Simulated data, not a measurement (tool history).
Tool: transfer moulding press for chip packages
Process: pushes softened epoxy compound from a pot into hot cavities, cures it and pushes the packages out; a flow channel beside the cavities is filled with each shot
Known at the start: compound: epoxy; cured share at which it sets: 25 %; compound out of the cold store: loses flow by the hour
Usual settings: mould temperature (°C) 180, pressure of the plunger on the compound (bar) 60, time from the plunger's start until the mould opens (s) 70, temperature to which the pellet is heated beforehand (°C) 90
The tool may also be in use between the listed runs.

| run | hour | mould temperature (°C) | pressure of the plunger on the compound (bar) | time from the plunger's start until the mould opens (s) | temperature to which the pellet is heated beforehand (°C) | incoming compound's hours out of the cold store | length that the compound runs in the flow channel (mm) | greatest force on the pins that push the packages out (N) |
|---|---|---|---|---|---|---|---|---|
| 1 | 0 | 180 | 60 | 70 | 90 | 19.9 | 681 | 438 |
| 2 | 30.9 | 180 | 60 | 70 | 90 | 32.2 | 646 | 484 |
|  | 48.2 | cavities cleaned with cleaning compound and waxed |
| 3 | 62.9 | 180 | 60 | 72 | 90 | 34.1 | 636 | 392 |
| 4 | 88.7 | 180 | 63.4 | 72 | 90 | 21 | 682 | 458 |
|  | 114.5 | cavities cleaned with cleaning compound and waxed |
| 5 | 124.1 | 180 | 63.4 | 72 | 92 | 38.4 | 626 | 362 |
|  | 140.7 | mould's thermocouples calibrated |
| 6 | 143.1 | 180 | 63.4 | 72 | 92 | 24.9 | 661 | 380 |
| 7 | 162.8 | 180 | 63.4 | 72 | 92 | 30.5 | 639 | 405 |
|  | 183.9 | cavities cleaned with cleaning compound and waxed |
|  | 190.3 | plunger's sealing rings changed |
| 8 | 197.6 | 180 | 63.4 | 72 | 92 | 19.8 | 699 | 340 |
| 9 | 229.5 | 180 | 63.4 | 72 | 92 | 44.4 | 632 | 418 |
| 10 | 248.6 | 180 | 60 | 70 | 90 | 41.3 | 617 | 446 |
|  | 252.3 | cavities cleaned with cleaning compound and waxed |
| 11 | 267.9 | 180 | 60 | 70 | 90 | 17.3 | 674 | 414 |
| 12 | 287.6 | 178 | 60 | 70 | 90 | 42.4 | 607 | 491 |
| 13 | 303.2 | 178 | 60 | 70 | 90 | 35 | 628 | 525 |
|  | 318.5 | cavities cleaned with cleaning compound and waxed |
| 14 | 338.1 | 180 | 50 | 58 | 90 | 42.1 | 547 | 677 |
| 15 | 357.5 | 172 | 50 | 58 | 95 | 18.7 | 608 | 1089 |
| 16 | 375 | 183 | 60 | 56 | 90 | 34.7 | 598 | 691 |
|  | 384.5 | cavities cleaned with cleaning compound and waxed |
| 17 | 390.6 | 187 | 60 | 70 | 83 | 37.3 | 594 | 242 |
|  | 395.8 | plunger's sealing rings changed |
| 18 | 426.6 | 187 | 60 | 70 | 83 | 22.7 | 655 | 311 |

Run 19 comes next. What will it give?
| 19 | 447.6 | 187 | 60 | 104 | 83 | 35 | ? | ? |

Run 19 gave length that the compound runs in the flow channel (mm) 619, greatest force on the pins that push the packages out (N) 226.
Without the tool's hidden state the same run would have given length that the compound runs in the flow channel (mm) 629, greatest force on the pins that push the packages out (N) 158.
